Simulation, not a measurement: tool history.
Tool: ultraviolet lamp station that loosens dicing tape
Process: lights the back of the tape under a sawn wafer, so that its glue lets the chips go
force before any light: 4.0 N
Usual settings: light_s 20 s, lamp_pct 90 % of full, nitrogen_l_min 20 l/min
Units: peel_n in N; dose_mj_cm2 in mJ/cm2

{"run": 1, "hour": 0.0, "light_s": 20, "lamp_pct": 90, "nitrogen_l_min": 20, "peel_n": 0.444, "dose_mj_cm2": 455}
{"run": 2, "hour": 39.9, "light_s": 20, "lamp_pct": 90, "nitrogen_l_min": 20, "peel_n": 0.459, "dose_mj_cm2": 452}
{"run": 3, "hour": 122.5, "light_s": 20, "lamp_pct": 90, "nitrogen_l_min": 20, "peel_n": 0.473, "dose_mj_cm2": 447}
{"run": 4, "hour": 220.3, "light_s": 20, "lamp_pct": 90, "nitrogen_l_min": 20, "peel_n": 0.507, "dose_mj_cm2": 436}
{"hour": 260.3, "done": "window cleaned of glue's vapour"}
{"run": 5, "hour": 304.0, "light_s": 20, "lamp_pct": 90, "nitrogen_l_min": 20, "peel_n": 0.42, "dose_mj_cm2": 463}
{"run": 6, "hour": 373.7, "light_s": 30, "lamp_pct": 90, "nitrogen_l_min": 20, "peel_n": 0.19, "dose_mj_cm2": 682}
{"run": 7, "hour": 418.3, "light_s": 20, "lamp_pct": 90, "nitrogen_l_min": 20, "peel_n": 0.457, "dose_mj_cm2": 453}
{"run": 8, "hour": 498.5, "light_s": 20, "lamp_pct": 90, "nitrogen_l_min": 12, "peel_n": 0.682, "dose_mj_cm2": 446}
{"run": 9, "hour": 596.3, "light_s": 11, "lamp_pct": 73, "nitrogen_l_min": 9, "peel_n": 1.981, "dose_mj_cm2": 191}
{"run": 10, "hour": 656.6, "light_s": 10, "lamp_pct": 96, "nitrogen_l_min": 20, "peel_n": 1.303, "dose_mj_cm2": 231}
{"run": 11, "hour": 721.5, "light_s": 30, "lamp_pct": 71, "nitrogen_l_min": 35, "peel_n": 0.255, "dose_mj_cm2": 499}
{"run": 12, "hour": 805.3, "light_s": 12, "lamp_pct": 90, "nitrogen_l_min": 27, "peel_n": 0.98, "dose_mj_cm2": 249}
{"run": 13, "hour": 863.5, "light_s": 12, "lamp_pct": 90, "nitrogen_l_min": 27, "peel_n": 1.03, "dose_mj_cm2": 238}
{"run": 14, "hour": 913.4, "light_s": 12, "lamp_pct": 97, "nitrogen_l_min": 30, "peel_n": 0.913, "dose_mj_cm2": 259}
{"run": 15, "hour": 972.6, "light_s": 16, "lamp_pct": 92, "nitrogen_l_min": 13, "peel_n": 1.05, "dose_mj_cm2": 328}

5 ways to go on from here, each from the tool as it stands after run 15. What would each give?
{"run": "A", "hour": 1043.2, "light_s": 18, "lamp_pct": 62, "nitrogen_l_min": 10, "peel_n": "?", "dose_mj_cm2": "?"}
{"run": "B", "hour": 1043.2, "light_s": 36, "lamp_pct": 95, "nitrogen_l_min": 31, "peel_n": "?", "dose_mj_cm2": "?"}
{"run": "C", "hour": 1043.2, "light_s": 15, "lamp_pct": 73, "nitrogen_l_min": 10, "peel_n": "?", "dose_mj_cm2": "?"}
{"run": "D", "hour": 1043.2, "light_s": 20, "lamp_pct": 90, "nitrogen_l_min": 14, "peel_n": "?", "dose_mj_cm2": "?"}
{"run": "E", "hour": 1043.2, "light_s": 36, "lamp_pct": 79, "nitrogen_l_min": 26, "peel_n": "?", "dose_mj_cm2": "?"}

run=A peel_n=1.609 dose_mj_cm2=241
run=B peel_n=0.133 dose_mj_cm2=750
run=C peel_n=1.682 dose_mj_cm2=236
run=D peel_n=0.766 dose_mj_cm2=389
run=E peel_n=0.183 dose_mj_cm2=616
Without the tool's hidden state the same runs would have given:
run=A peel_n=1.262 dose_mj_cm2=308
run=B peel_n=0.101 dose_mj_cm2=954
run=C peel_n=1.328 dose_mj_cm2=300
run=D peel_n=0.507 dose_mj_cm2=496
run=E peel_n=0.111 dose_mj_cm2=784
